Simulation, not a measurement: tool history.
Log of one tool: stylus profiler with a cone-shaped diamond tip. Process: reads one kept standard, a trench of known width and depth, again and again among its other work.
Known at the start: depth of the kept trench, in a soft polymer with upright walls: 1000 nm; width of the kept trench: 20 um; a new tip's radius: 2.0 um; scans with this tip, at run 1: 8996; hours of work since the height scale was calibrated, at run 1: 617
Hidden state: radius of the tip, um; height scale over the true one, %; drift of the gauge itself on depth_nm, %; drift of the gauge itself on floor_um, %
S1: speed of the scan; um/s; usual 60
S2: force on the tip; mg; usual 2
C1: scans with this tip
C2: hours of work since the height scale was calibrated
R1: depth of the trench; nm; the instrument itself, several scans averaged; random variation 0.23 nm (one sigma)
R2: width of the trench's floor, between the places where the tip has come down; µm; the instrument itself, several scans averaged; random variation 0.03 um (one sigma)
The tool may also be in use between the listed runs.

run 1 hour=0 | S1=60 S2=2 | C1=8996 C2=617 | R1=1011.09 R2=13.31
run 2 hour=63.9 | S1=60 S2=2 | C1=9686 C2=664 | R1=1011.08 R2=13.19
run 3 hour=134.4 | S1=60 S2=2 | C1=10448 C2=717 | R1=1011.84 R2=12.94
run 4 hour=189 | S1=60 S2=2 | C1=11038 C2=757 | R1=1012 R2=12.82
run 5 hour=251.5 | S1=60 S2=2 | C1=11713 C2=803 | R1=1011.67 R2=12.72
run 6 hour=293 | S1=111 S2=2 | C1=12162 C2=834 | R1=1012.13 R2=12.29
run 7 hour=332 | S1=111 S2=2 | C1=12584 C2=863 | R1=1012.14 R2=12.19
-- hour=350.7 new tip fitted, height scale calibrated
run 8 hour=393.8 | S1=111 S2=2 | C1=466 C2=32 | R1=1008.05 R2=15.61
run 9 hour=433 | S1=111 S2=2 | C1=889 C2=61 | R1=1008.32 R2=15.42
run 10 hour=491.6 | S1=111 S2=2 | C1=1523 C2=104 | R1=1007.92 R2=15.19
run 11 hour=529.4 | S1=111 S2=2 | C1=1931 C2=132 | R1=1008.31 R2=15.1
run 12 hour=562.8 | S1=60 S2=2 | C1=2292 C2=157 | R1=1008.87 R2=15.3
run 13 hour=600 | S1=91 S2=2 | C1=2694 C2=185 | R1=1008.6 R2=14.97
run 14 hour=644.9 | S1=16 S2=1.3 | C1=3179 C2=218 | R1=1006.79 R2=15.29
run 15 hour=720 | S1=17 S2=5.2 | C1=3991 C2=274 | R1=1016.42 R2=15.09
run 16 hour=760.9 | S1=17 S2=5.2 | C1=4432 C2=304 | R1=1016.42 R2=15
run 17 hour=807.2 | S1=77 S2=2.44 | C1=4933 C2=338 | R1=1010.4 R2=14.45
run 18 hour=863.7 | S1=77 S2=2.44 | C1=5543 C2=380 | R1=1011 R2=14.3
run 19 hour=908.5 | S1=170 S2=2.44 | C1=6027 C2=413 | R1=1010.78 R2=13.67
run 20 hour=968.2 | S1=132 S2=2.47 | C1=6672 C2=458 | R1=1010.86 R2=13.67
run 21 hour=1023.3 | S1=132 S2=2.47 | C1=7268 C2=498 | R1=1011.28 R2=13.54
run 22 hour=1081 | S1=19 S2=0.69 | C1=7891 C2=541 | R1=1005.19 R2=13.86
run 23 hour=1122 | S1=39 S2=1.53 | C1=8335 C2=572 | R1=1008.85 R2=13.73
run 24 hour=1179.1 | S1=39 S2=1.53 | C1=8952 C2=614 | R1=1008.84 R2=13.56

Hidden state at the last listed run before each entry between runs and at the first one after, where it differs:
Between runs 7 and 8: new tip fitted, height scale calibrated (hour 350.7)
  radius of the tip, um: 6.79 -> 2.16; height scale over the true one, %: 0.353 -> -0.048
  measured less the result without the state, R1: +3.56 -> -0.49 nm; R2: -3.63 -> -0.18 µm

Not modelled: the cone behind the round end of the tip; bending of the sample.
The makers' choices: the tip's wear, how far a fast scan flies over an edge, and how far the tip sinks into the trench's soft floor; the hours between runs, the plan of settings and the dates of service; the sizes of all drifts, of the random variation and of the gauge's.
